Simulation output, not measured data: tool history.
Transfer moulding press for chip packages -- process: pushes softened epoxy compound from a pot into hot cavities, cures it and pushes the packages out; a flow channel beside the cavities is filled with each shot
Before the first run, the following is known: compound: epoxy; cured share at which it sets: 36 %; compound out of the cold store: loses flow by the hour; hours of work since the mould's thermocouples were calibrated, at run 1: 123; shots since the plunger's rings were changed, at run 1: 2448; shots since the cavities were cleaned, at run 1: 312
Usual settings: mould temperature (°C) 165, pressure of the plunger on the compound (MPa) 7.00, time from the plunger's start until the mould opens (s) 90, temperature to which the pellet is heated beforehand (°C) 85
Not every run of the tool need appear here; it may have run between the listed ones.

| run | hour | mould temperature (°C) | pressure of the plunger on the compound (MPa) | time from the plunger's start until the mould opens (s) | temperature to which the pellet is heated beforehand (°C) | hours of work since the mould's thermocouples were calibrated | shots since the plunger's rings were changed | shots since the cavities were cleaned | incoming compound's hours out of the cold store | length that the compound runs in the flow channel (mm) | greatest force on the pins that push the packages out (N) |
|---|---|---|---|---|---|---|---|---|---|---|---|
| 1 | 0.0 | 165 | 7.00 | 90 | 85 | 123 | 2448 | 312 | 19.6 | 610 | 808 |
| 2 | 8.4 | 165 | 7.00 | 90 | 85 | 127 | 2531 | 395 | 16.5 | 613 | 862 |
| 3 | 18.4 | 165 | 7.00 | 90 | 85 | 132 | 2630 | 494 | 43.5 | 567 | 849 |
| 4 | 25.6 | 165 | 7.00 | 90 | 85 | 136 | 2701 | 565 | 41.0 | 569 | 905 |
| 5 | 35.2 | 165 | 7.00 | 90 | 85 | 140 | 2796 | 660 | 34.1 | 582 | 986 |
|  | 37.6 | cavities cleaned with cleaning compound and waxed |
| 6 | 45.5 | 165 | 7.00 | 90 | 85 | 145 | 2883 | 78 | 29.7 | 590 | 694 |
| 7 | 51.1 | 165 | 7.00 | 117 | 85 | 147 | 2938 | 133 | 15.1 | 612 | 478 |
| 8 | 61.1 | 165 | 7.00 | 117 | 85 | 152 | 3037 | 232 | 45.3 | 562 | 534 |
| 9 | 67.5 | 165 | 7.00 | 117 | 85 | 156 | 3100 | 295 | 9.0 | 621 | 545 |
| 10 | 74.3 | 165 | 7.00 | 117 | 85 | 159 | 3167 | 362 | 43.9 | 563 | 569 |
|  | 81.9 | plunger's sealing rings changed |
| 11 | 84.7 | 165 | 7.00 | 117 | 85 | 163 | 28 | 440 | 27.5 | 616 | 604 |
| 12 | 89.2 | 165 | 7.00 | 117 | 85 | 165 | 73 | 485 | 28.6 | 611 | 600 |
| 13 | 97.9 | 165 | 7.00 | 117 | 85 | 169 | 159 | 571 | 14.2 | 634 | 627 |
| 14 | 106.1 | 165 | 7.00 | 117 | 85 | 173 | 240 | 652 | 18.2 | 628 | 667 |
|  | 109.0 | cavities cleaned with cleaning compound and waxed |
| 15 | 115.0 | 157 | 7.82 | 81 | 94 | 177 | 313 | 60 | 27.9 | 664 | 1463 |
| 16 | 120.9 | 159 | 6.29 | 81 | 94 | 180 | 371 | 118 | 10.1 | 619 | 1467 |
| 17 | 127.9 | 169 | 6.63 | 81 | 94 | 184 | 440 | 187 | 34.4 | 572 | 663 |
| 18 | 135.5 | 169 | 6.63 | 81 | 94 | 187 | 515 | 262 | 37.9 | 566 | 722 |
| 19 | 143.6 | 162 | 7.00 | 87 | 85 | 191 | 595 | 342 | 29.8 | 613 | 1148 |
| 20 | 152.5 | 165 | 7.00 | 75 | 82 | 196 | 684 | 431 | 10.1 | 642 | 1499 |
| 21 | 161.6 | 170 | 5.50 | 75 | 82 | 200 | 773 | 520 | 28.7 | 526 | 1031 |
| 22 | 166.8 | 170 | 5.50 | 75 | 82 | 203 | 825 | 572 | 33.3 | 522 | 1053 |
| 23 | 173.8 | 165 | 5.49 | 90 | 88 | 206 | 894 | 641 | 19.6 | 548 | 989 |
|  | 177.7 | cavities cleaned with cleaning compound and waxed |
| 24 | 183.1 | 158 | 8.67 | 76 | 77 | 210 | 972 | 54 | 16.1 | 717 | 1695 |
| 25 | 187.6 | 158 | 8.52 | 98 | 78 | 212 | 1016 | 98 | 12.5 | 722 | 1064 |
| 26 | 191.8 | 161 | 6.84 | 113 | 94 | 214 | 1058 | 140 | 28.8 | 604 | 609 |
| 27 | 197.1 | 165 | 6.78 | 90 | 85 | 217 | 1110 | 192 | 27.7 | 595 | 761 |
| 28 | 205.6 | 165 | 7.49 | 85 | 85 | 221 | 1194 | 276 | 25.8 | 628 | 936 |

5 options for the next run, each taken on its own from the tool as it stands now. Forecast them:
| A | 212.6 | 165 | 5.74 | 95 | 89 | 225 | 1263 | 345 | 40.5 | ? | ? |
| B | 212.6 | 163 | 7.00 | 122 | 85 | 225 | 1263 | 345 | 30.8 | ? | ? |
| C | 212.6 | 165 | 5.50 | 85 | 85 | 225 | 1263 | 345 | 34.6 | ? | ? |
| D | 212.6 | 172 | 7.00 | 90 | 85 | 225 | 1263 | 345 | 10.7 | ? | ? |
| E | 212.6 | 159 | 7.49 | 85 | 85 | 225 | 1263 | 345 | 26.4 | ? | ? |

| run | length that the compound runs in the flow channel (mm) | greatest force on the pins that push the packages out (N) |
|---|---|---|
| A | 527 | 731 |
| B | 603 | 591 |
| C | 524 | 992 |
| D | 618 | 619 |
| E | 643 | 1487 |
With no hidden state in the tool, these same runs would have given:
| run | length that the compound runs in the flow channel (mm) | greatest force on the pins that push the packages out (N) |
|---|---|---|
| A | 536 | 544 |
| B | 613 | 442 |
| C | 532 | 734 |
| D | 628 | 463 |
| E | 654 | 1098 |
